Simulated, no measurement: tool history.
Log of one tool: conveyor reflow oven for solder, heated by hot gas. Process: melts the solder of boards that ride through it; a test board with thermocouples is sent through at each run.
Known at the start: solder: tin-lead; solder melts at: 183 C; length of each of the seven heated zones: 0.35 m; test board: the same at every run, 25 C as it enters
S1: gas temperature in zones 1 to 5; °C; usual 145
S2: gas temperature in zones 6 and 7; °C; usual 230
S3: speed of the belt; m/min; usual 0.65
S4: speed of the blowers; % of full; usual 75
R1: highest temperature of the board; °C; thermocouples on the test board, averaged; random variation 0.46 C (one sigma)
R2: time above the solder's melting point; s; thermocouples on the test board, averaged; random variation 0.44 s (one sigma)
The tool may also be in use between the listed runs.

run   hour   S1   S2     S3  S4     R1    R2
  1      0  145  230   0.65  75  220.1    54
  2     28  145  230   0.65  75  220.2  53.3
  3     52  145  230   0.65  75  219.7  53.8
  4   85.8  145  230   0.65  75  220.1  53.3
  5  101.3  145  230   0.65  75  219.8  53.2
  6  130.8  145  236   0.65  75  225.4  56.7
  7  154.9  145  236   0.65  75  225.8  57.3
  8  188.2  145  230   0.65  83  220.5  53.9
  9  211.9  145  230   0.65  83  221.5    54
 10  240.8  132  230   0.65  83  219.6  49.4
 11  267.2  132  230   0.65  75  217.8  48.9
 12  281.3  132  230   0.65  75  217.5    48
 13  312.8  132  230   0.65  75    218  48.2
 14  339.9  145  230   0.65  66  218.5  52.9
 15  373.5  145  230   0.65  66  219.2  53.1
 16  396.1  145  230  0.613  75  222.1  57.9
 17  415.1  154  230   0.65  88  222.4  58.9
 18  440.3  159  230   0.65  75  222.6  60.8
 19  469.7  156  241  0.777  56  222.2  48.8
 20  498.6  150  237  0.714  87  225.8  53.6
 21  525.1  145  230  0.654  56  217.1  51.3
 22  540.1  145  230  0.681  75  219.4  50.2
 23  573.9  145  223  0.681  65  211.2  44.9
 24  590.3  145  231   0.65  75  221.1  53.7
     618.2  -- flux residue cleaned out of gas plates and filters
 25  619.9  145  243   0.65  75  233.8  60.5
     645.2  -- belt drive overhauled, speed set with a stopwatch
 26  646.7  143  221   0.65  75  212.8  47.3
 27    676  143  221   0.65  75  213.1  47.4
 28  698.6  143  221   0.65  75  212.7  47.9
 29    725  145  238   0.65  75  229.1  56.9
 30  748.6  157  226  0.565  63  220.7    67
 31  775.4  157  226  0.565  63  221.5  66.9
 32  795.5  157  226  0.565  63  221.3  66.9

3 ways to go on from here, each from the tool as it stands after run 32. What would each give?
     827.1  -- thermocouples of zones 6 and 7 changed
  A  827.1  134  240  0.555  63   ?   ?
     827.1  -- thermocouples of zones 6 and 7 changed
  B  827.1  157  224  0.565  63   ?   ?
     827.1  -- thermocouples of zones 6 and 7 changed
  C  827.1  145  229  0.649  73   ?   ?

run     R1    R2
  A  227.5    63
  B    216  62.5
  C  215.9  50.5
Without the tool's hidden state the same runs would have given:
run     R1    R2
  A  228.1  63.2
  B  216.5  62.7
  C  216.5  50.9
